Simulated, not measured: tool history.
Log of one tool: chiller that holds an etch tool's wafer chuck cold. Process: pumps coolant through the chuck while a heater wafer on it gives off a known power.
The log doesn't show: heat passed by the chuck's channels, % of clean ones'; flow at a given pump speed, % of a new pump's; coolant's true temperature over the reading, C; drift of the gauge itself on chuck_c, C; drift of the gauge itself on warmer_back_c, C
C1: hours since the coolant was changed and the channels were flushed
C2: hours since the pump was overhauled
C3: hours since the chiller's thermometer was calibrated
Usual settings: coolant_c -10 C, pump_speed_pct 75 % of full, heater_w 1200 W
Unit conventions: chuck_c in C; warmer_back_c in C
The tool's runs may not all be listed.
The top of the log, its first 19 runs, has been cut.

Run 20, day 45.704: usual settings but coolant_c -18 C, pump_speed_pct 62 % of full, heater_w 1152 W; C1 4805; C2 1809; C3 895. Result: chuck_c -4.6 C, warmer_back_c 6.24 C.
Run 21, day 48.304: usual settings but coolant_c -13 C, pump_speed_pct 62 % of full, heater_w 1663 W; C1 4868; C2 1871; C3 957. Result: chuck_c 6.3 C, warmer_back_c 9.06 C.
Run 22, day 50.608: usual settings but coolant_c -13 C, pump_speed_pct 62 % of full, heater_w 1663 W; C1 4923; C2 1926; C3 1012. Result: chuck_c 6.3 C, warmer_back_c 9.05 C.
Run 23, day 52.417: usual settings but coolant_c -13 C, pump_speed_pct 62 % of full, heater_w 1663 W; C1 4966; C2 1970; C3 1056. Result: chuck_c 6.4 C, warmer_back_c 9.08 C.
Run 24, day 55.596: usual settings but coolant_c -14 C, pump_speed_pct 72 % of full; C1 5043; C2 2046; C3 1132. Result: chuck_c -1.5 C, warmer_back_c 5.68 C.
Run 25, day 57.538: usual settings but pump_speed_pct 91 % of full, heater_w 1290 W; C1 5089; C2 2093; C3 1179. Result: chuck_c 1.4 C, warmer_back_c 4.86 C.
Run 26, day 59.088: usual settings but heater_w 1455 W; C1 5126; C2 2130; C3 1216. Result: chuck_c 4.9 C, warmer_back_c 6.61 C.
Run 27, day 61.004: usual settings but heater_w 1082 W; C1 5172; C2 2176; C3 1262. Result: chuck_c 1.2 C, warmer_back_c 4.92 C.
Run 28, day 62.417: usual settings but heater_w 1082 W; C1 5206; C2 2210; C3 1296. Result: chuck_c 1.1 C, warmer_back_c 4.93 C.
Run 29, day 64.958: usual settings but coolant_c -6 C, heater_w 656 W; C1 5267; C2 2271; C3 1357. Result: chuck_c 0.9 C, warmer_back_c 2.98 C.
Run 30, day 67.733: usual settings but coolant_c -15 C, pump_speed_pct 87 % of full, heater_w 743 W; C1 5334; C2 2337; C3 1423. Result: chuck_c -8.2 C, warmer_back_c 2.89 C.
Run 31, day 70.879: usual settings but coolant_c -19 C, pump_speed_pct 89 % of full, heater_w 1581 W; C1 5409; C2 2413; C3 1499. Result: chuck_c -4.6 C, warmer_back_c 6.09 C.

Predict each of these 3 candidate next runs independently; none follows another, all start after run 31:
Run A, day 72.317: usual settings but coolant_c -12 C; C1 5444; C2 2447; C3 1533. Result: chuck_c ?, warmer_back_c ?.
Run B, day 72.317: usual settings but coolant_c -19 C, pump_speed_pct 89 % of full, heater_w 736 W; C1 5444; C2 2447; C3 1533. Result: chuck_c ?, warmer_back_c ?.
Run C, day 72.317: usual settings but coolant_c 0 C, pump_speed_pct 61 % of full, heater_w 851 W; C1 5444; C2 2447; C3 1533. Result: chuck_c ?, warmer_back_c ?.

run  chuck_c  warmer_back_c
  A      0.6           5.45
  B    -12.1           2.87
  C     10.4           4.73
Had the tool no hidden state, the same runs would have come out as:
run  chuck_c  warmer_back_c
  A     -1.4           5.20
  B    -13.3           2.74
  C      8.8           4.51

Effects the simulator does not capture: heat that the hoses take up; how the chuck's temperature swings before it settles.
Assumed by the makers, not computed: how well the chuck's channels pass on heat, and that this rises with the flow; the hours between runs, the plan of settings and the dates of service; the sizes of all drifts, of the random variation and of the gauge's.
